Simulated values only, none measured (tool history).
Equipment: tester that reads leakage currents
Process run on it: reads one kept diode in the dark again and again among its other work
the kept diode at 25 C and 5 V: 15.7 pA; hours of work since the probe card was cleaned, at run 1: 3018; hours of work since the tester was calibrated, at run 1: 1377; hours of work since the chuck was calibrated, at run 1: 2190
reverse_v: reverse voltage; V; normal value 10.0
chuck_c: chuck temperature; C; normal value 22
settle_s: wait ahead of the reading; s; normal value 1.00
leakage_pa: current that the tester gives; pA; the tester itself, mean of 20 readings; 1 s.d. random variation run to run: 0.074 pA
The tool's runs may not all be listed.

run    hour  reverse_v  chuck_c  settle_s  hours of work since the probe card was cleaned  hours of work since the tester was calibrated  hours of work since the chuck was calibrated  leakage_pa
  1     0.0       10.0       22      1.00                                            3018                                           1377                                          2190       27.58
  2   162.9       10.0       22      0.55                                            3141                                           1500                                          2313       30.26
      221.7  -- chuck's temperature calibrated
  3   444.4       10.0       22      9.02                                            3352                                           1710                                           168       25.82
  4   659.2       10.0       22      9.02                                            3513                                           1872                                           329       26.35
  5   927.2       10.0       22      9.02                                            3715                                           2074                                           531       26.95
     1010.0  -- probe card cleaned and baked
  6  1113.9       10.0       23      1.00                                              78                                           2212                                           670       20.08
  7  1286.1       10.0       22      1.00                                             208                                           2342                                           799       18.92
  8  1446.6       10.0       22      1.00                                             329                                           2463                                           920       19.32
  9  1670.3       10.0       22      1.00                                             497                                           2632                                          1089       19.78
 10  1793.2       10.0       42      1.00                                             590                                           2724                                          1181       93.11
     1830.4  -- tester calibrated
 11  1935.8       10.0       42      1.00                                             696                                             79                                          1287       96.08
 12  2220.9       10.0       42      1.00                                             911                                            294                                          1502       96.96
 13  2414.5       10.0       42      1.00                                            1056                                            440                                          1648       96.88
 14  2621.7       10.0       42      6.02                                            1212                                            596                                          1804       95.66
 15  2794.5       10.0       22      1.00                                            1343                                            726                                          1934       23.08
 16  2940.2       10.0       22      1.00                                            1452                                            836                                          2044       23.40
 17  3143.7       10.0       22      1.00                                            1606                                            989                                          2197       23.87
     3346.9  -- chuck's temperature calibrated
 18  3408.8       10.0       22      1.00                                            1804                                           1187                                            47       23.52
 19  3576.9       10.0       22      0.37                                            1930                                           1314                                           173       28.47
 20  3852.2       10.0       22      0.37                                            2138                                           1521                                           381       29.14
 21  4112.4       11.1       22      1.00                                            2334                                           1717                                           577       26.78
 22  4249.7        1.7       45      5.60                                            2437                                           1821                                           680       58.83
 23  4505.4        1.7       45      0.31                                            2630                                           2013                                           873       60.63
 24  4673.8        2.3       44      1.93                                            2757                                           2140                                           999       62.03
 25  4820.1        1.2       59      0.72                                            2867                                           2250                                          1110      148.42
 26  4987.0        1.2       59      0.72                                            2993                                           2376                                          1235      149.14
 27  5244.5        1.2       59      0.72                                            3186                                           2570                                          1429      149.66
 28  5456.3        1.2       36      0.72                                            3346                                           2730                                          1589       25.88
     5478.5  -- tester calibrated
 29  5692.7        1.2       52      0.35                                            3523                                            161                                          1765       92.93
 30  5949.9        1.2       52      0.35                                            3716                                            355                                          1959       93.11
     6042.0  -- probe card cleaned and baked
 31  6195.9       13.8       52      0.36                                             116                                            538                                          2142      240.65
 32  6435.3       13.8       52      0.36                                             296                                            718                                          2322      240.02
     6476.7  -- chuck's temperature calibrated
 33  6682.3       13.8       54      3.53                                             481                                            903                                           155      254.34
 34  6911.8        9.8       24      1.12                                             654                                           1076                                           328       22.59
 35  7077.0        9.8       24      1.12                                             778                                           1200                                           452       22.96
 36  7355.5        9.8       24      1.12                                             988                                           1410                                           662       23.68
 37  7590.7       18.9       31      1.12                                            1165                                           1587                                           839       55.29
 38  7812.9       15.3       31      0.39                                            1332                                           1755                                          1006       57.47
 39  8095.2       15.3       31      0.39                                            1545                                           1967                                          1219       58.39
 40  8293.8        4.8       28      1.19                                            1695                                           2117                                          1369       23.63

Some steps in leakage_pa, run to run, broken into two amounts with sign: the step expected even without the hidden condition (settings, incoming material, random variation), and the rest, left for the hidden condition together with whatever gauge scatter is not in both the measured and the hidden-condition-free result:
Hidden state at play: stray current of the dirty probe card, pA a volt; current scale over the true one, %; true chuck temperature over the reading, C; drift of the gauge itself on leakage_pa, %.
Run 5 -> 6: chuck_c 22 -> 23, settle_s 9.02 -> 1.00, probe card cleaned and baked. leakage_pa -6.87 pA: hidden state -10.67, all else +3.80.
Run 21 -> 22: reverse_v 11.1 -> 1.7, chuck_c 22 -> 45, settle_s 1.00 -> 5.60. leakage_pa +32.05 pA: hidden state -6.33, all else +38.38.
Run 27 -> 28: chuck_c 59 -> 36. leakage_pa -123.78 pA: hidden state -0.30, all else -123.48.
Run 30 -> 31: reverse_v 1.2 -> 13.8, settle_s 0.35 -> 0.36, probe card cleaned and baked. leakage_pa +147.54 pA: hidden state +4.76, all else +142.78.
Run 32 -> 33: chuck_c 52 -> 54, settle_s 0.36 -> 3.53, chuck's temperature calibrated. leakage_pa +14.32 pA: hidden state -12.69, all else +27.01.
Run 33 -> 34: reverse_v 13.8 -> 9.8, chuck_c 54 -> 24, settle_s 3.53 -> 1.12. leakage_pa -231.75 pA: hidden state +3.85, all else -235.60.
